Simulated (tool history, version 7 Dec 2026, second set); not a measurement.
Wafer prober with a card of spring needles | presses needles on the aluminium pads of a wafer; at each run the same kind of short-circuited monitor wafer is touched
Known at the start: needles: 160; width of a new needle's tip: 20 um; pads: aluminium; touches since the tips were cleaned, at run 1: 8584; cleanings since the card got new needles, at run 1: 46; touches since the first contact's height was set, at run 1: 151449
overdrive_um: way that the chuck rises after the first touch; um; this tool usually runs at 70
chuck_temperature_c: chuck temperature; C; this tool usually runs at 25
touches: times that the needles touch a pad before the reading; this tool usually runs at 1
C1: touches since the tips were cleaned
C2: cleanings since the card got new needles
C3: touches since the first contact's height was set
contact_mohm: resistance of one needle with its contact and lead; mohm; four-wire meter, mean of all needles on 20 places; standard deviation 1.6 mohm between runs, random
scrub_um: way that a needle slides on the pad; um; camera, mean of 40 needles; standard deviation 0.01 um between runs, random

run 1 hour=0 | overdrive_um=70 chuck_temperature_c=25 touches=1 | C1=8584 C2=46 C3=151449 | contact_mohm=151 scrub_um=10.15
-- hour=3.2 tips cleaned on abrasive film
-- hour=23.4 tips cleaned on abrasive film
run 2 hour=35.7 | overdrive_um=70 chuck_temperature_c=25 touches=1 | C1=5940 C2=48 C3=168641 | contact_mohm=152 scrub_um=10.18
-- hour=43.3 tips cleaned on abrasive film
-- hour=58 height of the first contact set anew
-- hour=62.4 tips cleaned on abrasive film
run 3 hour=62.4 | overdrive_um=70 chuck_temperature_c=25 touches=1 | C1=0 C2=50 C3=2076 | contact_mohm=150 scrub_um=10.21
-- hour=81.6 tips cleaned on abrasive film
run 4 hour=93.8 | overdrive_um=70 chuck_temperature_c=25 touches=1 | C1=5893 C2=51 C3=17202 | contact_mohm=153 scrub_um=10.2
-- hour=100.6 tips cleaned on abrasive film
-- hour=121.2 tips cleaned on abrasive film
run 5 hour=126.5 | overdrive_um=70 chuck_temperature_c=25 touches=1 | C1=2549 C2=53 C3=32958 | contact_mohm=150 scrub_um=10.21
-- hour=142.3 tips cleaned on abrasive film
run 6 hour=159.8 | overdrive_um=70 chuck_temperature_c=25 touches=1 | C1=8495 C2=54 C3=49065 | contact_mohm=154 scrub_um=10.23
-- hour=162.2 tips cleaned on abrasive film
-- hour=182.6 tips cleaned on abrasive film
run 7 hour=191.6 | overdrive_um=70 chuck_temperature_c=25 touches=1 | C1=4329 C2=56 C3=64326 | contact_mohm=152 scrub_um=10.23
-- hour=203.1 tips cleaned on abrasive film
run 8 hour=215.3 | overdrive_um=70 chuck_temperature_c=25 touches=1 | C1=5866 C2=57 C3=75755 | contact_mohm=153 scrub_um=10.24
-- hour=222.2 tips cleaned on abrasive film
run 9 hour=240 | overdrive_um=70 chuck_temperature_c=84 touches=1 | C1=8631 C2=58 C3=87708 | contact_mohm=165 scrub_um=10.25
-- hour=243.2 tips cleaned on abrasive film
-- hour=261.8 tips cleaned on abrasive film
run 10 hour=270 | overdrive_um=70 chuck_temperature_c=84 touches=1 | C1=3976 C2=60 C3=102146 | contact_mohm=164 scrub_um=10.27
-- hour=282.6 tips cleaned on abrasive film
-- hour=302.8 tips cleaned on abrasive film
run 11 hour=305.2 | overdrive_um=70 chuck_temperature_c=84 touches=1 | C1=1185 C2=62 C3=119093 | contact_mohm=163 scrub_um=10.27
-- hour=323.3 tips cleaned on abrasive film
run 12 hour=335.3 | overdrive_um=70 chuck_temperature_c=25 touches=1 | C1=5822 C2=63 C3=133612 | contact_mohm=153 scrub_um=10.28
-- hour=343.3 tips cleaned on abrasive film
-- hour=363.2 tips cleaned on abrasive film
run 13 hour=366.9 | overdrive_um=70 chuck_temperature_c=25 touches=1 | C1=1766 C2=65 C3=148804 | contact_mohm=153 scrub_um=10.28
-- hour=383.9 tips cleaned on abrasive film
run 14 hour=400.4 | overdrive_um=70 chuck_temperature_c=25 touches=1 | C1=8035 C2=66 C3=165008 | contact_mohm=153 scrub_um=10.3
-- hour=403.9 tips cleaned on abrasive film
run 15 hour=417.1 | overdrive_um=70 chuck_temperature_c=50 touches=1 | C1=6383 C2=67 C3=173007 | contact_mohm=161 scrub_um=10.3
-- hour=422.9 tips cleaned on abrasive film
-- hour=429.1 height of the first contact set anew
run 16 hour=432.9 | overdrive_um=70 chuck_temperature_c=25 touches=3 | C1=4690 C2=68 C3=1869 | contact_mohm=152 scrub_um=10.31
-- hour=442.2 tips cleaned on abrasive film
run 17 hour=454.6 | overdrive_um=83 chuck_temperature_c=27 touches=2 | C1=6012 C2=69 C3=12320 | contact_mohm=149 scrub_um=12.24
-- hour=462.6 tips cleaned on abrasive film
run 18 hour=478.7 | overdrive_um=83 chuck_temperature_c=27 touches=2 | C1=7803 C2=70 C3=23967 | contact_mohm=146 scrub_um=12.26
-- hour=481.8 tips cleaned on abrasive film
-- hour=502.7 gauge calibrated
-- hour=502.8 tips cleaned on abrasive film
run 19 hour=511.5 | overdrive_um=66 chuck_temperature_c=39 touches=1 | C1=4178 C2=72 C3=39721 | contact_mohm=158 scrub_um=9.59
-- hour=523.3 tips cleaned on abrasive film
run 20 hour=530.8 | overdrive_um=69 chuck_temperature_c=37 touches=1 | C1=3612 C2=73 C3=49021 | contact_mohm=154 scrub_um=10.05
-- hour=543 tips cleaned on abrasive film
run 21 hour=551.5 | overdrive_um=69 chuck_temperature_c=37 touches=1 | C1=4099 C2=74 C3=59012 | contact_mohm=154 scrub_um=10.03
-- hour=561.9 tips cleaned on abrasive film
-- hour=581.9 tips cleaned on abrasive film
run 22 hour=582.4 | overdrive_um=64 chuck_temperature_c=52 touches=1 | C1=240 C2=76 C3=73856 | contact_mohm=160 scrub_um=9.31
-- hour=602.8 tips cleaned on abrasive film
run 23 hour=614.9 | overdrive_um=64 chuck_temperature_c=52 touches=1 | C1=5856 C2=77 C3=89585 | contact_mohm=155 scrub_um=9.37
-- hour=623.4 tips cleaned on abrasive film
run 24 hour=633.8 | overdrive_um=70 chuck_temperature_c=51 touches=2 | C1=5046 C2=78 C3=98666 | contact_mohm=154 scrub_um=10.23
-- hour=644.6 tips cleaned on abrasive film
run 25 hour=655.3 | overdrive_um=70 chuck_temperature_c=51 touches=2 | C1=5172 C2=79 C3=109042 | contact_mohm=160 scrub_um=10.2
-- hour=665.7 tips cleaned on abrasive film
-- hour=685.4 tips cleaned on abrasive film
run 26 hour=685.5 | overdrive_um=75 chuck_temperature_c=119 touches=2 | C1=23 C2=81 C3=123568 | contact_mohm=170 scrub_um=10.97
-- hour=705.4 tips cleaned on abrasive film
run 27 hour=706.7 | overdrive_um=68 chuck_temperature_c=68 touches=1 | C1=672 C2=82 C3=133809 | contact_mohm=161 scrub_um=9.96
-- hour=725.9 tips cleaned on abrasive film
run 28 hour=726.8 | overdrive_um=68 chuck_temperature_c=68 touches=1 | C1=481 C2=83 C3=143497 | contact_mohm=163 scrub_um=9.94
-- hour=744.6 tips cleaned on abrasive film
run 29 hour=758.3 | overdrive_um=70 chuck_temperature_c=25 touches=2 | C1=6611 C2=84 C3=158667 | contact_mohm=153 scrub_um=10.26
-- hour=764.1 tips cleaned on abrasive film
run 30 hour=774.9 | overdrive_um=70 chuck_temperature_c=25 touches=1 | C1=5245 C2=85 C3=166665 | contact_mohm=155 scrub_um=10.25
-- hour=783 tips cleaned on abrasive film
-- hour=799 height of the first contact set anew
-- hour=801.9 tips cleaned on abrasive film
run 31 hour=805 | overdrive_um=80 chuck_temperature_c=118 touches=2 | C1=1476 C2=87 C3=2845 | contact_mohm=168 scrub_um=11.76
-- hour=821.4 tips cleaned on abrasive film
run 32 hour=828.5 | overdrive_um=80 chuck_temperature_c=118 touches=2 | C1=3430 C2=88 C3=14170 | contact_mohm=168 scrub_um=11.74

Here are 3 independent what-if runs from the current tool condition. What would each one return?
-- hour=842.6 tips cleaned on abrasive film
run A hour=857.9 | overdrive_um=83 chuck_temperature_c=27 touches=1 | C1=7430 C2=89 C3=28385 | contact_mohm=? scrub_um=?
-- hour=842.6 tips cleaned on abrasive film
run B hour=857.9 | overdrive_um=70 chuck_temperature_c=25 touches=3 | C1=7430 C2=89 C3=28385 | contact_mohm=? scrub_um=?
-- hour=842.6 tips cleaned on abrasive film
run C hour=857.9 | overdrive_um=76 chuck_temperature_c=39 touches=1 | C1=7430 C2=89 C3=28385 | contact_mohm=? scrub_um=?

run=A contact_mohm=147 scrub_um=12.21
run=B contact_mohm=153 scrub_um=10.29
run=C contact_mohm=153 scrub_um=11.17
Had the tool no hidden state, the same runs would have come out as:
run=A contact_mohm=146 scrub_um=12.07
run=B contact_mohm=152 scrub_um=10.17
run=C contact_mohm=153 scrub_um=11.04
